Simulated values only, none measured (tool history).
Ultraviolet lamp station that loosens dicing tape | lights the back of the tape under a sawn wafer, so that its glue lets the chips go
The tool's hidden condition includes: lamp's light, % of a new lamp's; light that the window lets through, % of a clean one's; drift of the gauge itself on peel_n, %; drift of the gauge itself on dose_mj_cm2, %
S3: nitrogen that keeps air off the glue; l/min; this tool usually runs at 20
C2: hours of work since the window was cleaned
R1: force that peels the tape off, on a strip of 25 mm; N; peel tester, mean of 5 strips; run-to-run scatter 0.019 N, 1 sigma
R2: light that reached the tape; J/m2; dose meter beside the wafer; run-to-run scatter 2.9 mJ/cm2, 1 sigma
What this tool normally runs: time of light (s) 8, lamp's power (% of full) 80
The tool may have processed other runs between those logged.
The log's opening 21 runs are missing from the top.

Run 22, hour 206.3: usual settings but time of light (s) 13, lamp's power (% of full) 65, S3 9 l/min; hours of work of the lamp 512; C2 11. Result: R1 0.993 N, R2 4860 J/m2.
Run 23, hour 212.1: usual settings but time of light (s) 13, lamp's power (% of full) 65, S3 9 l/min; hours of work of the lamp 517; C2 15. Result: R1 0.99 N, R2 4890 J/m2.
Run 24, hour 221.9: usual settings but time of light (s) 15, lamp's power (% of full) 85, S3 9 l/min; hours of work of the lamp 524; C2 23. Result: R1 0.41 N, R2 7370 J/m2.
Run 25, hour 230.5: usual settings but time of light (s) 15, lamp's power (% of full) 85, S3 9 l/min; hours of work of the lamp 530; C2 29. Result: R1 0.417 N, R2 7410 J/m2.
Run 26, hour 238.8: usual settings but time of light (s) 15, lamp's power (% of full) 74, S3 39 l/min; hours of work of the lamp 536; C2 35. Result: R1 0.304 N, R2 6360 J/m2.
Run 27, hour 247.8: usual settings but lamp's power (% of full) 91, S3 15 l/min; hours of work of the lamp 542; C2 41. Result: R1 1.07 N, R2 4150 J/m2.
Run 28, hour 261.4: usual settings but time of light (s) 5, lamp's power (% of full) 95, S3 8 l/min; hours of work of the lamp 552; C2 51. Result: R1 2.74 N, R2 2710 J/m2.
Run 29, hour 274.1: usual settings but time of light (s) 4, lamp's power (% of full) 78, S3 17 l/min; hours of work of the lamp 562; C2 60. Result: R1 3.552 N, R2 1800 J/m2.
Run 30, hour 284.6: usual settings but time of light (s) 4, lamp's power (% of full) 78, S3 17 l/min; hours of work of the lamp 569; C2 68. Result: R1 3.519 N, R2 1770 J/m2.
Run 31, hour 295.2: usual settings but time of light (s) 4, lamp's power (% of full) 78, S3 17 l/min; hours of work of the lamp 577; C2 76. Result: R1 3.445 N, R2 1740 J/m2.
Run 32, hour 308.4: usual settings but time of light (s) 4, lamp's power (% of full) 78, S3 17 l/min; hours of work of the lamp 587; C2 85. Result: R1 3.519 N, R2 1760 J/m2.
Run 33, hour 316.8: usual settings but time of light (s) 4, lamp's power (% of full) 78, S3 17 l/min; hours of work of the lamp 593; C2 91. Result: R1 3.44 N, R2 1740 J/m2.
Run 34, hour 328.8: usual settings but time of light (s) 4, lamp's power (% of full) 78, S3 17 l/min; hours of work of the lamp 601; C2 100. Result: R1 3.463 N, R2 1760 J/m2.
Run 35, hour 341.4: usual settings but time of light (s) 4, lamp's power (% of full) 78, S3 17 l/min; hours of work of the lamp 610; C2 109. Result: R1 3.438 N, R2 1730 J/m2.
Run 36, hour 351.7: usual settings but S3 13 l/min; hours of work of the lamp 618; C2 117. Result: R1 1.516 N, R2 3570 J/m2.
Run 37, hour 363.2: usual settings but time of light (s) 13, lamp's power (% of full) 84, S3 7 l/min; hours of work of the lamp 626; C2 125. Result: R1 0.738 N, R2 6050 J/m2.
Run 38, hour 375: usual settings but time of light (s) 7, lamp's power (% of full) 63; hours of work of the lamp 635; C2 134. Result: R1 2.338 N, R2 2430 J/m2.
Run 39, hour 384.6: usual settings but time of light (s) 7, lamp's power (% of full) 63, S3 10 l/min; hours of work of the lamp 642; C2 141. Result: R1 2.882 N, R2 2420 J/m2.
Run 40, hour 397: usual settings but lamp's power (% of full) 70, S3 19 l/min; hours of work of the lamp 651; C2 150. Result: R1 1.596 N, R2 3110 J/m2.
Run 41, hour 409.1: usual settings but lamp's power (% of full) 91, S3 12 l/min; hours of work of the lamp 660; C2 159. Result: R1 1.289 N, R2 3960 J/m2.

What if the next run were any one of these 4? Each begins from the tool's condition after run 41:
Run A, hour 419.7: usual settings but lamp's power (% of full) 72, S3 6 l/min; hours of work of the lamp 667; C2 166. Result: R1 ?, R2 ?.
Run B, hour 419.7: usual settings but time of light (s) 7, lamp's power (% of full) 91, S3 12 l/min; hours of work of the lamp 667; C2 166. Result: R1 ?, R2 ?.
Run C, hour 419.7: usual settings but lamp's power (% of full) 76, S3 12 l/min; hours of work of the lamp 667; C2 166. Result: R1 ?, R2 ?.
Run D, hour 419.7: usual settings but lamp's power (% of full) 73, S3 12 l/min; hours of work of the lamp 667; C2 166. Result: R1 ?, R2 ?.

run     R1    R2
  A  2.474  3140
  B  1.642  3490
  C   1.77  3360
  D  1.875  3230
With the hidden condition removed and each run's random variation left untouched, the same runs would have given:
run     R1    R2
  A  1.903  3780
  B  1.178  4190
  C  1.286  4050
  D  1.374  3880
